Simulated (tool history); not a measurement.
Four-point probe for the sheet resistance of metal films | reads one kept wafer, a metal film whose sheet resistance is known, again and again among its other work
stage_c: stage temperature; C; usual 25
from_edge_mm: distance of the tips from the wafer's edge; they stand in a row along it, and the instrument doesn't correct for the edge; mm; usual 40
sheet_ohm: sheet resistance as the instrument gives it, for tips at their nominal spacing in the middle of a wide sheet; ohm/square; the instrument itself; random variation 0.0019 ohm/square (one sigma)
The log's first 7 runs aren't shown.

Run 8, hour 230.7: usual settings. Result: sheet_ohm 9.258915 ohm/square.
Run 9, hour 273.8: usual settings. Result: sheet_ohm 9.263135 ohm/square.
Run 10, hour 314.5: usual settings. Result: sheet_ohm 9.259672 ohm/square.
Run 11, hour 337.8: usual settings. Result: sheet_ohm 9.266142 ohm/square.
Run 12, hour 381.6: usual settings. Result: sheet_ohm 9.262107 ohm/square.
Run 13, hour 417.7: usual settings. Result: sheet_ohm 9.260789 ohm/square.
Run 14, hour 451.2: usual settings. Result: sheet_ohm 9.264239 ohm/square.
Run 15, hour 474.5: usual settings but stage_c 31 C. Result: sheet_ohm 9.217274 ohm/square.
At hour 515.8: stage's thermometer calibrated.
Run 16, hour 515.8: usual settings but stage_c 29 C. Result: sheet_ohm 9.230538 ohm/square.
Run 17, hour 543.9: usual settings but stage_c 19 C, from_edge_mm 4 mm. Result: sheet_ohm 9.779682 ohm/square.
Run 18, hour 596.0: usual settings but stage_c 27 C, from_edge_mm 4 mm. Result: sheet_ohm 9.710942 ohm/square.
Run 19, hour 629.8: usual settings but stage_c 28 C. Result: sheet_ohm 9.234867 ohm/square.
Run 20, hour 654.4: usual settings but from_edge_mm 17 mm. Result: sheet_ohm 9.281307 ohm/square.
Run 21, hour 707.8: usual settings but from_edge_mm 16 mm. Result: sheet_ohm 9.284425 ohm/square.
Run 22, hour 734.5: usual settings but from_edge_mm 16 mm. Result: sheet_ohm 9.286082 ohm/square.
Run 23, hour 779.1: usual settings but stage_c 19 C, from_edge_mm 10 mm. Result: sheet_ohm 9.384160 ohm/square.
At hour 798.0: stage's thermometer calibrated, once more.
Run 24, hour 823.5: usual settings but stage_c 18 C, from_edge_mm 4 mm. Result: sheet_ohm 9.810047 ohm/square.
Run 25, hour 863.7: usual settings but stage_c 28 C, from_edge_mm 20 mm. Result: sheet_ohm 9.267700 ohm/square.
Run 26, hour 888.9: usual settings but stage_c 29 C, from_edge_mm 15 mm. Result: sheet_ohm 9.273976 ohm/square.
Run 27, hour 935.0: usual settings but stage_c 29 C, from_edge_mm 15 mm. Result: sheet_ohm 9.275256 ohm/square.
Run 28, hour 985.1: usual settings but stage_c 20 C. Result: sheet_ohm 9.318083 ohm/square.
Run 29, hour 1040.0: usual settings but from_edge_mm 27 mm. Result: sheet_ohm 9.284293 ohm/square.
Run 30, hour 1090.1: usual settings but stage_c 28 C, from_edge_mm 10 mm. Result: sheet_ohm 9.327147 ohm/square.
Run 31, hour 1137.1: usual settings but stage_c 35 C. Result: sheet_ohm 9.199899 ohm/square.

Run 32 comes next. What will it give?
Run 32, hour 1161.0: usual settings but stage_c 35 C. Result: sheet_ohm ?.

Run 32 gave sheet_ohm 9.201598 ohm/square.
Without the tool's hidden state the same run would have given sheet_ohm 9.183373 ohm/square.
